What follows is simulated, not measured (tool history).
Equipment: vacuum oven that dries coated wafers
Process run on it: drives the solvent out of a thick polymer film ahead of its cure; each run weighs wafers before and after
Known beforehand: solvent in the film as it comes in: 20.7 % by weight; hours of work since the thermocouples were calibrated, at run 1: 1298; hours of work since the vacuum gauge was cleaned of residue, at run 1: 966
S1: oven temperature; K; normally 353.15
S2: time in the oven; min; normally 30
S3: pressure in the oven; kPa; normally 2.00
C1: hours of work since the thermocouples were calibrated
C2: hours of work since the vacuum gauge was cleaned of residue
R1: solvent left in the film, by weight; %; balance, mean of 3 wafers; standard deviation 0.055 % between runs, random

Run 1, hour 0.0: usual settings; C1 1298; C2 966. Result: R1 2.34 %.
Run 2, hour 127.9: usual settings but S3 1.36 kPa; C1 1393; C2 1061. Result: R1 1.89 %.
At hour 145.6: oven's thermocouples calibrated.
Run 3, hour 255.0: usual settings but S1 365.15 K; C1 82; C2 1154. Result: R1 1.19 %.
Run 4, hour 364.6: usual settings but S3 5.59 kPa; C1 163; C2 1236. Result: R1 4.93 %.
Run 5, hour 438.9: usual settings; C1 219; C2 1291. Result: R1 2.43 %.
Run 6, hour 527.8: usual settings but S2 17 min; C1 285; C2 1358. Result: R1 4.45 %.
Run 7, hour 595.6: usual settings but S2 17 min; C1 335; C2 1408. Result: R1 4.55 %.
Run 8, hour 715.4: usual settings; C1 425; C2 1497. Result: R1 2.32 %.
Run 9, hour 818.4: usual settings; C1 502; C2 1574. Result: R1 2.36 %.
Run 10, hour 936.7: usual settings; C1 590; C2 1662. Result: R1 2.31 %.
At hour 953.7: vacuum gauge cleaned of residue and calibrated.
Run 11, hour 1036.5: usual settings; C1 663; C2 62. Result: R1 2.40 %.
Run 12, hour 1164.1: usual settings but S3 5.64 kPa; C1 758; C2 157. Result: R1 5.10 %.
Run 13, hour 1277.5: usual settings but S3 5.64 kPa; C1 843; C2 241. Result: R1 5.23 %.
Run 14, hour 1375.7: usual settings but S3 5.64 kPa; C1 916; C2 315. Result: R1 5.37 %.
Run 15, hour 1492.6: usual settings but S3 5.64 kPa; C1 1003; C2 402. Result: R1 5.14 %.
Run 16, hour 1547.8: usual settings but S1 344.15 K, S2 37 min, S3 6.46 kPa; C1 1044; C2 443. Result: R1 8.25 %.
Run 17, hour 1657.5: usual settings but S1 362.15 K, S3 1.80 kPa; C1 1126; C2 525. Result: R1 1.19 %.
Run 18, hour 1751.5: usual settings but S1 351.15 K, S2 17 min, S3 1.96 kPa; C1 1196; C2 595. Result: R1 5.03 %.
Run 19, hour 1833.1: usual settings but S1 344.15 K, S2 40 min, S3 1.96 kPa; C1 1257; C2 656. Result: R1 3.33 %.
Run 20, hour 1924.7: usual settings but S1 344.15 K, S2 27 min, S3 4.29 kPa; C1 1325; C2 724. Result: R1 7.14 %.
Run 21, hour 1993.5: usual settings but S1 344.15 K, S2 27 min, S3 4.29 kPa; C1 1377; C2 775. Result: R1 7.00 %.
At hour 2029.8: oven's thermocouples calibrated.
Run 22, hour 2088.1: usual settings but S1 344.15 K, S2 27 min, S3 4.29 kPa; C1 43; C2 844. Result: R1 7.05 %.
Run 23, hour 2207.6: usual settings but S2 19 min; C1 133; C2 933. Result: R1 3.93 %.
Run 24, hour 2273.5: usual settings but S2 15 min, S3 6.42 kPa; C1 182; C2 982. Result: R1 8.04 %.

Here are 5 independent what-if runs from the current tool condition. What would each one return?
Run A, hour 2388.8: usual settings but S1 345.15 K, S2 15 min, S3 6.42 kPa; C1 268; C2 1068. Result: R1 ?.
Run B, hour 2388.8: usual settings but S2 23 min, S3 7.20 kPa; C1 268; C2 1068. Result: R1 ?.
Run C, hour 2388.8: usual settings but S1 355.15 K, S2 34 min; C1 268; C2 1068. Result: R1 ?.
Run D, hour 2388.8: usual settings but S1 342.15 K, S2 15 min, S3 2.47 kPa; C1 268; C2 1068. Result: R1 ?.
Run E, hour 2388.8: usual settings but S1 339.15 K; C1 268; C2 1068. Result: R1 ?.

run     R1
  A  11.08
  B   6.70
  C   1.86
  D   8.94
  E   5.88
Take away the tool's hidden state, keep each run's random variation, and the runs would have read:
run     R1
  A  11.08
  B   6.69
  C   1.85
  D   8.94
  E   5.87

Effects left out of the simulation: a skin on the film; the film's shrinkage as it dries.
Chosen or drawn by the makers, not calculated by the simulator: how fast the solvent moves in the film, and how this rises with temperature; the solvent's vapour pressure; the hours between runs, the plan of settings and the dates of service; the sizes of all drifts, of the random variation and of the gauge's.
